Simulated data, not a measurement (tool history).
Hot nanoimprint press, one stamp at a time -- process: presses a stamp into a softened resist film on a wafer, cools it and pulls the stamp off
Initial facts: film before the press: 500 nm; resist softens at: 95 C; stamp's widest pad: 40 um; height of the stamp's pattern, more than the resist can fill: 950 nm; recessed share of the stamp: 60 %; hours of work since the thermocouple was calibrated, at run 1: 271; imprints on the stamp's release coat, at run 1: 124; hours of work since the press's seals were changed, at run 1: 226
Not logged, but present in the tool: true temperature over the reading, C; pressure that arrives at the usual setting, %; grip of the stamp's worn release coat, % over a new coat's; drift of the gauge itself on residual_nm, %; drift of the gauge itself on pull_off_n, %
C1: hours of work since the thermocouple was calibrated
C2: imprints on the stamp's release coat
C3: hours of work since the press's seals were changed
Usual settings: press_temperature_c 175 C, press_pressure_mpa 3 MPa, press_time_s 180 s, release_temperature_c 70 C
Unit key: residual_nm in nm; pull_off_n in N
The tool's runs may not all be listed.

{"run": 1, "hour": 0.0, "press_temperature_c": 175, "press_pressure_mpa": 3, "press_time_s": 180, "release_temperature_c": 70, "C1": 271, "C2": 124, "C3": 226, "residual_nm": 255.1, "pull_off_n": 202}
{"run": 2, "hour": 9.0, "press_temperature_c": 175, "press_pressure_mpa": 3, "press_time_s": 180, "release_temperature_c": 70, "C1": 276, "C2": 150, "C3": 231, "residual_nm": 255.6, "pull_off_n": 212}
{"run": 3, "hour": 16.1, "press_temperature_c": 175, "press_pressure_mpa": 3, "press_time_s": 180, "release_temperature_c": 70, "C1": 280, "C2": 171, "C3": 235, "residual_nm": 255.4, "pull_off_n": 211}
{"run": 4, "hour": 23.1, "press_temperature_c": 175, "press_pressure_mpa": 3, "press_time_s": 180, "release_temperature_c": 70, "C1": 284, "C2": 192, "C3": 239, "residual_nm": 255, "pull_off_n": 211}
{"hour": 27.2, "done": "plate thermocouple calibrated"}
{"run": 5, "hour": 35.4, "press_temperature_c": 175, "press_pressure_mpa": 3, "press_time_s": 180, "release_temperature_c": 70, "C1": 5, "C2": 219, "C3": 244, "residual_nm": 259.4, "pull_off_n": 218}
{"run": 6, "hour": 43.3, "press_temperature_c": 175, "press_pressure_mpa": 3, "press_time_s": 180, "release_temperature_c": 70, "C1": 9, "C2": 242, "C3": 248, "residual_nm": 257.5, "pull_off_n": 213}
{"run": 7, "hour": 54.8, "press_temperature_c": 175, "press_pressure_mpa": 3, "press_time_s": 180, "release_temperature_c": 73, "C1": 16, "C2": 276, "C3": 255, "residual_nm": 257.8, "pull_off_n": 209}
{"run": 8, "hour": 66.3, "press_temperature_c": 183, "press_pressure_mpa": 2.36, "press_time_s": 139, "release_temperature_c": 69, "C1": 22, "C2": 310, "C3": 261, "residual_nm": 240.6, "pull_off_n": 226}
{"run": 9, "hour": 77.9, "press_temperature_c": 168, "press_pressure_mpa": 3, "press_time_s": 180, "release_temperature_c": 63, "C1": 29, "C2": 344, "C3": 268, "residual_nm": 325.6, "pull_off_n": 259}
{"hour": 87.2, "done": "plate thermocouple calibrated, once more"}
{"run": 10, "hour": 92.6, "press_temperature_c": 169, "press_pressure_mpa": 3.21, "press_time_s": 180, "release_temperature_c": 62, "C1": 3, "C2": 378, "C3": 275, "residual_nm": 293.4, "pull_off_n": 254}

Consider 5 possible next runs. They are alternatives, not a sequence: every one starts from the tool as it was left by run 10. What does each give?
{"run": "A", "hour": 103.0, "press_temperature_c": 169, "press_pressure_mpa": 2.78, "press_time_s": 359, "release_temperature_c": 77, "C1": 9, "C2": 409, "C3": 280, "residual_nm": "?", "pull_off_n": "?"}
{"run": "B", "hour": 103.0, "press_temperature_c": 171, "press_pressure_mpa": 3.21, "press_time_s": 180, "release_temperature_c": 62, "C1": 9, "C2": 409, "C3": 280, "residual_nm": "?", "pull_off_n": "?"}
{"run": "C", "hour": 103.0, "press_temperature_c": 182, "press_pressure_mpa": 3.94, "press_time_s": 180, "release_temperature_c": 70, "C1": 9, "C2": 409, "C3": 280, "residual_nm": "?", "pull_off_n": "?"}
{"run": "D", "hour": 103.0, "press_temperature_c": 168, "press_pressure_mpa": 3, "press_time_s": 136, "release_temperature_c": 70, "C1": 9, "C2": 409, "C3": 280, "residual_nm": "?", "pull_off_n": "?"}
{"run": "E", "hour": 103.0, "press_temperature_c": 174, "press_pressure_mpa": 3, "press_time_s": 180, "release_temperature_c": 71, "C1": 9, "C2": 409, "C3": 280, "residual_nm": "?", "pull_off_n": "?"}

run=A residual_nm=242 pull_off_n=192
run=B residual_nm=277.6 pull_off_n=264
run=C residual_nm=170.7 pull_off_n=224
run=D residual_nm=334.3 pull_off_n=229
run=E residual_nm=258.1 pull_off_n=218
With the hidden condition removed and each run's random variation left untouched, the same runs would have given:
run=A residual_nm=241.2 pull_off_n=174
run=B residual_nm=276.6 pull_off_n=239
run=C residual_nm=169.8 pull_off_n=203
run=D residual_nm=333.5 pull_off_n=207
run=E residual_nm=257.2 pull_off_n=197
